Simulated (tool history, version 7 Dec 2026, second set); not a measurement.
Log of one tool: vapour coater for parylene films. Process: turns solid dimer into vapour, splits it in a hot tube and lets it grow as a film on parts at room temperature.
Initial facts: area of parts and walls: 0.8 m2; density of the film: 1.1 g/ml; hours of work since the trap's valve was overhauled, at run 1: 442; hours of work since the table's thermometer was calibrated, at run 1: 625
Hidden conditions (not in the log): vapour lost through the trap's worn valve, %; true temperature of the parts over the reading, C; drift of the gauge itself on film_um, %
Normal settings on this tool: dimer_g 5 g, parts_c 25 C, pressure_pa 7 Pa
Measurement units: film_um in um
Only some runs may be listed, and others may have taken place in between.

run	day	dimer_g	parts_c	pressure_pa	hours of work since the trap's valve was overhauled	hours of work since the table's thermometer was calibrated	film_um
1	0	5	25	7	442	625	4.1
2	0.488	4	25	7	450	632	3.26
3	1.008	5	26	7	458	640	4.06
4	1.583	5	26	7	467	649	4.04
5	2.483	5	32	7	481	663	3.61
6	3.433	5	32	7	496	678	3.62
7	3.888	5	19	7	503	685	4.55
8	4.35	5	19	7	510	693	4.57
9	4.921	5	19	7	519	702	4.57
10	5.921	5	19	7	535	717	4.57
11	6.842	5	19	7	549	732	4.6
12	7.312	4	25	7	556	739	3.28
13	7.75	4	25	7	563	746	3.27
14	8.396	5	25	5.82	573	756	4.16
15	9.188	5	25	7	586	768	4.08
16	10.046	5	25	7	599	782	4.09
17	10.608	5	25	7	608	790	4.08
18	11.375	5	25	7	620	802	4.09
19	12.012	5	25	7	630	812	4.08
# day 12.383: trap's valve overhauled
20	12.929	5	25	7	9	824	4.12
21	13.658	3	25	7	20	835	2.46
22	14.308	3	25	7	30	846	2.49
23	14.962	3	25	7	40	856	2.52
24	15.446	3	25	7	48	863	2.47
25	16.45	5	25	2.41	64	879	4.38
26	16.896	5	33	9.31	71	886	3.48
27	17.829	5	33	9.31	85	901	3.49
28	18.246	7	17	5.51	92	907	6.75
29	18.712	3	20	3.74	99	914	2.82
30	19.496	3	29	3.83	111	927	2.37
31	20.038	3	29	3.83	120	935	2.39
32	20.746	3	29	3.83	131	946	2.4
33	21.396	3	29	3.83	141	956	2.38
34	22.396	4	25	7	156	972	3.29
35	22.85	4	25	2.1	164	979	3.57
36	23.388	4	25	2.1	172	987	3.62
37	24.029	4	25	5.2	182	997	3.36
38	24.475	9	20	3.01	189	1004	8.64
39	25.133	9	20	3.01	199	1015	8.67
40	26.083	5	19	2.25	214	1029	4.91
41	26.588	5	19	2.25	222	1037	4.9
42	27.404	2	22	7	235	1050	1.73
43	28.012	5	28	2.95	244	1060	4.11
44	29.046	5	22	7.97	260	1076	4.25
45	29.729	5	22	7.97	271	1086	4.33

Alternative continuations, all from the tool just after run 45; predict every row:
A	30.45	4	32	2.85	282	1098	?
B	30.45	2	18	7.8	282	1098	?
C	30.45	5	25	5.23	282	1098	?
D	30.45	5	24	7	282	1098	?

run	film_um
A	3.1
B	1.83
C	4.2
D	4.22
The same runs, with their run-to-run variation unchanged, on a tool lacking any hidden condition would have given:
run	film_um
A	3.1
B	1.84
C	4.21
D	4.22
